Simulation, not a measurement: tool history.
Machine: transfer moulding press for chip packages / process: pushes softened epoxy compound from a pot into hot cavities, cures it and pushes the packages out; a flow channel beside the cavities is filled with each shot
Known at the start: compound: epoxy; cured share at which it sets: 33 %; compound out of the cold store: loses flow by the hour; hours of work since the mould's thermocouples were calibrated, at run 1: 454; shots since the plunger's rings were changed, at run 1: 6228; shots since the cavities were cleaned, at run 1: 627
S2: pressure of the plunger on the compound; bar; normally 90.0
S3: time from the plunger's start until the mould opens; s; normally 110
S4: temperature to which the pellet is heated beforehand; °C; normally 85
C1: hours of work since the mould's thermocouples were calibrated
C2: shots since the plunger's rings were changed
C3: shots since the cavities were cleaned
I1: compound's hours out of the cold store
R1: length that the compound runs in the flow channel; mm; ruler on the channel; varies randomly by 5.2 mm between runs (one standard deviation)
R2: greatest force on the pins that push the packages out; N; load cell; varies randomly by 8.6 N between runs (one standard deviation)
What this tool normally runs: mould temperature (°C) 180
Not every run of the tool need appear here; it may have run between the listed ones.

run 1 hour=0.0 | mould_temperature_(°C)=180 S2=90.0 S3=110 S4=85 | C1=454 C2=6228 C3=627 | I1=18.3 | R1=492 R2=596
-- hour=10.5 plunger's sealing rings changed
run 2 hour=13.7 | mould_temperature_(°C)=180 S2=90.0 S3=110 S4=85 | C1=462 C2=41 C3=770 | I1=45.8 | R1=504 R2=641
-- hour=27.8 cavities cleaned with cleaning compound and waxed
run 3 hour=31.3 | mould_temperature_(°C)=180 S2=90.0 S3=110 S4=85 | C1=474 C2=246 C3=44 | I1=34.3 | R1=541 R2=769
run 4 hour=40.0 | mould_temperature_(°C)=177 S2=90.0 S3=110 S4=85 | C1=481 C2=357 C3=155 | I1=25.6 | R1=546 R2=893
run 5 hour=51.1 | mould_temperature_(°C)=177 S2=90.0 S3=110 S4=85 | C1=489 C2=500 C3=298 | I1=37.9 | R1=528 R2=891
-- hour=65.8 cavities cleaned with cleaning compound and waxed, once more
run 6 hour=67.7 | mould_temperature_(°C)=177 S2=90.0 S3=110 S4=78 | C1=500 C2=692 C3=25 | I1=23.9 | R1=555 R2=492
run 7 hour=76.2 | mould_temperature_(°C)=180 S2=86.3 S3=110 S4=85 | C1=506 C2=801 C3=134 | I1=24.9 | R1=526 R2=456
run 8 hour=88.9 | mould_temperature_(°C)=180 S2=86.3 S3=110 S4=85 | C1=515 C2=962 C3=295 | I1=32.0 | R1=522 R2=544
run 9 hour=106.2 | mould_temperature_(°C)=177 S2=90.0 S3=110 S4=85 | C1=528 C2=1183 C3=516 | I1=30.3 | R1=538 R2=679
run 10 hour=116.0 | mould_temperature_(°C)=177 S2=90.0 S3=110 S4=85 | C1=535 C2=1309 C3=642 | I1=40.3 | R1=526 R2=702
run 11 hour=132.9 | mould_temperature_(°C)=177 S2=82.9 S3=110 S4=85 | C1=547 C2=1524 C3=857 | I1=35.7 | R1=503 R2=776
-- hour=139.6 cavities cleaned with cleaning compound and waxed
run 12 hour=147.5 | mould_temperature_(°C)=177 S2=82.9 S3=110 S4=85 | C1=557 C2=1691 C3=101 | I1=43.8 | R1=492 R2=537
run 13 hour=157.8 | mould_temperature_(°C)=185 S2=90.0 S3=110 S4=85 | C1=565 C2=1822 C3=232 | I1=15.8 | R1=541 R2=437
run 14 hour=175.5 | mould_temperature_(°C)=180 S2=90.0 S3=110 S4=85 | C1=578 C2=2049 C3=459 | I1=19.6 | R1=543 R2=595
run 15 hour=189.8 | mould_temperature_(°C)=180 S2=90.0 S3=144 S4=85 | C1=588 C2=2231 C3=641 | I1=12.0 | R1=548 R2=503
run 16 hour=200.3 | mould_temperature_(°C)=184 S2=107.8 S3=136 S4=82 | C1=596 C2=2366 C3=776 | I1=20.8 | R1=568 R2=506
run 17 hour=210.8 | mould_temperature_(°C)=180 S2=90.0 S3=131 S4=85 | C1=603 C2=2500 C3=910 | I1=45.1 | R1=497 R2=575
-- hour=213.9 cavities cleaned with cleaning compound and waxed
run 18 hour=221.2 | mould_temperature_(°C)=173 S2=92.3 S3=92 S4=95 | C1=610 C2=2614 C3=94 | I1=23.4 | R1=547 R2=1002
-- hour=235.9 mould's thermocouples calibrated
run 19 hour=235.9 | mould_temperature_(°C)=173 S2=92.3 S3=92 S4=95 | C1=0 C2=2775 C3=255 | I1=40.5 | R1=514 R2=999
run 20 hour=253.0 | mould_temperature_(°C)=180 S2=90.0 S3=116 S4=85 | C1=13 C2=2994 C3=474 | I1=42.4 | R1=490 R2=530
run 21 hour=261.8 | mould_temperature_(°C)=180 S2=90.0 S3=116 S4=85 | C1=19 C2=3106 C3=586 | I1=44.1 | R1=489 R2=530
run 22 hour=276.5 | mould_temperature_(°C)=175 S2=90.0 S3=110 S4=82 | C1=30 C2=3294 C3=774 | I1=22.1 | R1=527 R2=830
-- hour=290.4 cavities cleaned with cleaning compound and waxed
run 23 hour=291.9 | mould_temperature_(°C)=173 S2=92.0 S3=110 S4=82 | C1=40 C2=3471 C3=19 | I1=25.7 | R1=529 R2=600
run 24 hour=306.2 | mould_temperature_(°C)=186 S2=92.0 S3=120 S4=82 | C1=50 C2=3654 C3=202 | I1=47.3 | R1=478 R2=376
run 25 hour=317.1 | mould_temperature_(°C)=180 S2=90.0 S3=109 S4=88 | C1=58 C2=3792 C3=340 | I1=13.4 | R1=522 R2=539
run 26 hour=334.3 | mould_temperature_(°C)=180 S2=98.8 S3=110 S4=87 | C1=71 C2=4012 C3=560 | I1=14.6 | R1=559 R2=611
run 27 hour=350.0 | mould_temperature_(°C)=180 S2=98.8 S3=110 S4=87 | C1=82 C2=4213 C3=761 | I1=39.1 | R1=515 R2=619
run 28 hour=359.6 | mould_temperature_(°C)=180 S2=98.8 S3=120 S4=84 | C1=90 C2=4336 C3=884 | I1=35.3 | R1=520 R2=587
-- hour=364.9 cavities cleaned with cleaning compound and waxed
run 29 hour=370.3 | mould_temperature_(°C)=177 S2=98.8 S3=120 S4=78 | C1=96 C2=4453 C3=68 | I1=15.7 | R1=559 R2=441

Here are 3 independent what-if runs from the current tool condition. What would each one return?
run A hour=384.3 | mould_temperature_(°C)=186 S2=90.0 S3=118 S4=85 | C1=106 C2=4632 C3=247 | I1=15.7 | R1=? R2=?
run B hour=384.3 | mould_temperature_(°C)=177 S2=98.8 S3=109 S4=77 | C1=106 C2=4632 C3=247 | I1=34.5 | R1=? R2=?
run C hour=384.3 | mould_temperature_(°C)=180 S2=87.2 S3=140 S4=77 | C1=106 C2=4632 C3=247 | I1=20.6 | R1=? R2=?

run=A R1=503 R2=411
run=B R1=515 R2=577
run=C R1=509 R2=413
What these runs would have given with no unlogged condition in the tool:
run=A R1=551 R2=324
run=B R1=565 R2=451
run=C R1=558 R2=324
